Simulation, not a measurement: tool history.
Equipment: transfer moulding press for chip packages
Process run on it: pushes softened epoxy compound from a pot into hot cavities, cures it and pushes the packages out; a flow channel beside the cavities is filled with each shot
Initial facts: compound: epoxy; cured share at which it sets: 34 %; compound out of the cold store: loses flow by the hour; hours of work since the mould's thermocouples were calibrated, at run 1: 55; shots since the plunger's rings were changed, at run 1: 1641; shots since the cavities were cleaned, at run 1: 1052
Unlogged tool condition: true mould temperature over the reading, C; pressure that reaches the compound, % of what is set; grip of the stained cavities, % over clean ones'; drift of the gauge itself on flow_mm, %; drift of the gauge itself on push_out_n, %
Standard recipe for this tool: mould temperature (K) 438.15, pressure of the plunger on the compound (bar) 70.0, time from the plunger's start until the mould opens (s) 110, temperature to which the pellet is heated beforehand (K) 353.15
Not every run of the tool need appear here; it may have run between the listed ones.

run,hour,mould temperature (K),pressure of the plunger on the compound (bar),time from the plunger's start until the mould opens (s),temperature to which the pellet is heated beforehand (K),hours of work since the mould's thermocouples were calibrated,shots since the plunger's rings were changed,shots since the cavities were cleaned,incoming compound's hours out of the cold store,length that the compound runs in the flow channel (mm),greatest force on the pins that push the packages out (N)
1,0.0,438.15,70.0,110,353.15,55,1641,1052,20.0,828,198
2,6.1,438.15,70.0,110,353.15,59,1707,1118,12.0,861,207
# hour 12.4: cavities cleaned with cleaning compound and waxed
3,18.6,438.15,70.0,110,353.15,67,1829,68,37.2,754,197
4,30.5,438.15,70.0,110,353.15,75,1959,198,29.3,791,198
5,41.7,438.15,70.0,110,353.15,83,2082,321,44.3,726,193
6,50.7,438.15,70.0,110,353.15,90,2182,421,15.0,854,198
7,63.0,438.15,70.0,110,353.15,98,2317,556,25.4,805,194
8,72.4,438.15,70.0,110,353.15,105,2421,660,42.9,731,192
9,78.4,436.15,70.0,110,353.15,109,2487,726,39.1,752,209
10,91.0,438.15,70.0,110,353.15,118,2625,864,17.3,848,204
11,103.8,438.15,70.0,110,353.15,127,2766,1005,14.0,862,204
12,111.3,438.15,70.0,110,353.15,133,2848,1087,42.7,723,204
# hour 120.5: cavities cleaned with cleaning compound and waxed
# hour 124.0: plunger's sealing rings changed
13,126.7,438.15,70.0,110,353.15,141,30,40,29.6,793,193
14,138.0,438.15,70.0,110,353.15,149,154,164,32.6,774,201
15,144.0,440.15,70.0,112,353.15,153,220,230,45.6,724,201
16,155.5,441.15,70.0,110,348.15,161,346,356,33.3,761,195
17,165.4,441.15,70.0,110,348.15,168,455,465,8.2,876,185
18,173.3,441.15,70.0,110,348.15,174,543,553,17.6,831,195
19,178.8,440.15,70.0,110,358.15,178,603,613,17.3,827,193
20,191.2,438.15,70.0,110,360.15,186,740,750,14.8,856,190
21,199.4,438.15,70.0,110,360.15,192,830,840,30.1,781,198
22,209.2,444.15,52.7,140,343.15,199,937,947,47.6,603,194
23,217.7,441.15,57.8,130,356.15,205,1031,1041,31.9,696,187
# hour 231.5: cavities cleaned with cleaning compound and waxed
24,231.8,443.15,70.0,131,353.15,214,1169,2,40.8,724,182
25,238.3,444.15,56.4,110,353.15,219,1241,74,46.3,622,194
26,244.4,444.15,56.4,145,353.15,223,1308,141,38.3,651,192
27,255.3,431.15,59.0,144,353.15,231,1428,261,34.5,732,199
28,267.9,441.15,78.8,122,349.15,240,1567,400,10.1,915,183

Below are 3 alternative next runs, each starting from the tool's condition after run 28. Predict each:
A,280.0,434.15,78.8,107,349.15,248,1700,533,18.9,?,?
B,280.0,438.15,70.0,121,353.15,248,1700,533,25.5,?,?
C,280.0,438.15,70.0,110,361.15,248,1700,533,44.1,?,?

run,length that the compound runs in the flow channel (mm),greatest force on the pins that push the packages out (N)
A,906,224
B,797,193
C,723,208
The same runs, with their run-to-run variation unchanged, on a tool lacking any hidden condition would have given:
run,length that the compound runs in the flow channel (mm),greatest force on the pins that push the packages out (N)
A,908,220
B,799,189
C,725,204

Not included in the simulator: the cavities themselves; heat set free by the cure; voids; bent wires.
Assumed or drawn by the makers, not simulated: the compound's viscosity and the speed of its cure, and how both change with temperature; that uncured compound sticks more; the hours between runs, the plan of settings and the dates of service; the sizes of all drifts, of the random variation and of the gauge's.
